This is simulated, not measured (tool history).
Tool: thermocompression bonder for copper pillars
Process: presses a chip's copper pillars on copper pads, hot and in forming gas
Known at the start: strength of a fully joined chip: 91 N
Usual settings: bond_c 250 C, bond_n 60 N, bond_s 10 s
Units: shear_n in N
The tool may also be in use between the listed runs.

run,hour,bond_c,bond_n,bond_s,shear_n
1,0,250,60,10,35.2
2,13.7,250,60,10,35.3
3,36.1,250,60,10,35.4
4,50.3,250,60,10,35.3
5,71.9,250,60,10,35.1
6,97.5,250,60,10,35.1
7,120.3,250,60,10,34.6
8,134.6,250,60,10,35.5
9,149.8,250,60,10,35.8
10,165.2,250,60,10,35.3
11,188.4,250,60,10,35.1
12,213.5,250,60,10,34.9
13,236.5,250,45,10,28.4
14,260.9,250,45,10,28.4
15,285.5,250,45,10,28.8
16,304.7,250,60,29,50.9
17,321.9,250,82,10,44
18,338.6,267,78,9,51.7
19,355.7,267,45,9,35.5
20,381.6,231,60,14,29.4
21,400,231,60,14,29.1
22,415.9,278,53,17,56.6
23,435.1,271,67,18,60.9
24,454.7,257,61,18,48.1
25,471.5,229,61,22,33.3
26,485.5,229,61,22,33.9
27,507.8,229,84,29,46.6
28,528.1,249,82,10,42.8
29,547.4,264,69,17,55.2
30,560.6,243,51,23,37.9
31,587.1,264,41,9,31
# hour 601.5: forming gas filter changed
32,602.9,264,41,9,32.8

Hidden state or all else? Some run-to-run changes of shear_n, split into what the settings, what came in and random variation would give without the hidden state, and what is left for the hidden state (with any gauge scatter that isn't in both results):
The hidden state here: true temperature of the bond over the reading, C; force that reaches the chip, % of what is set; oxide that the forming gas leaves, % of the face; drift of the gauge itself on shear_n, %.
Run 15 -> 16: bond_n 45 -> 60, bond_s 10 -> 29. shear_n +22.1 N: hidden state +0.2, all else +21.9.
Run 21 -> 22: bond_c 231 -> 278, bond_n 60 -> 53, bond_s 14 -> 17. shear_n +27.5 N: hidden state -0.5, all else +28.
Run 28 -> 29: bond_c 249 -> 264, bond_n 82 -> 69, bond_s 10 -> 17. shear_n +12.4 N: hidden state -0.5, all else +12.9.
Run 29 -> 30: bond_c 264 -> 243, bond_n 69 -> 51, bond_s 17 -> 23. shear_n -17.3 N: hidden state +0.5, all else -17.8.
Run 31 -> 32: forming gas filter changed. shear_n +1.8 N: hidden state +1.7, all else +0.1.
